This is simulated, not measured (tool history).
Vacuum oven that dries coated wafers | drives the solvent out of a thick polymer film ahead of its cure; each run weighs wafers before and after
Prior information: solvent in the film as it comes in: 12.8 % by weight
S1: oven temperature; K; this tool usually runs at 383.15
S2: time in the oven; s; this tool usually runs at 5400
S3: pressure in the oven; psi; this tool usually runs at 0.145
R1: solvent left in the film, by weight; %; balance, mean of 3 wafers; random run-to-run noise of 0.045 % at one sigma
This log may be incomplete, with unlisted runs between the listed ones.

{"run": 1, "day": 0.0, "S1": 383.15, "S2": 5400, "S3": 0.145, "R1": 3.23}
{"run": 2, "day": 0.508, "S1": 388.15, "S2": 5400, "S3": 0.145, "R1": 2.2}
{"run": 3, "day": 0.85, "S1": 388.15, "S2": 5400, "S3": 0.145, "R1": 2.26}
{"run": 4, "day": 1.412, "S1": 388.15, "S2": 5400, "S3": 0.145, "R1": 2.17}
{"run": 5, "day": 1.921, "S1": 383.15, "S2": 4380, "S3": 0.145, "R1": 4.11}
{"run": 6, "day": 2.5, "S1": 372.15, "S2": 9120, "S3": 0.145, "R1": 4.13}
{"run": 7, "day": 3.021, "S1": 383.15, "S2": 4800, "S3": 0.141, "R1": 3.65}
{"day": 3.117, "done": "vacuum gauge cleaned of residue and calibrated"}
{"run": 8, "day": 3.588, "S1": 383.15, "S2": 5400, "S3": 0.509, "R1": 4.36}
{"run": 9, "day": 4.167, "S1": 383.15, "S2": 5400, "S3": 0.509, "R1": 4.2}
{"run": 10, "day": 4.442, "S1": 383.15, "S2": 5400, "S3": 0.509, "R1": 4.32}

Alternative continuations, all from the tool just after run 10; predict every row:
{"run": "A", "day": 4.975, "S1": 375.15, "S2": 5400, "S3": 0.509, "R1": "?"}
{"run": "B", "day": 4.975, "S1": 383.15, "S2": 5400, "S3": 0.347, "R1": "?"}
{"run": "C", "day": 4.975, "S1": 383.15, "S2": 3180, "S3": 0.104, "R1": "?"}

run=A R1=6.44
run=B R1=3.88
run=C R1=5.05
Take away the tool's hidden state, keep each run's random variation, and the runs would have read:
run=A R1=6.51
run=B R1=3.95
run=C R1=5.11
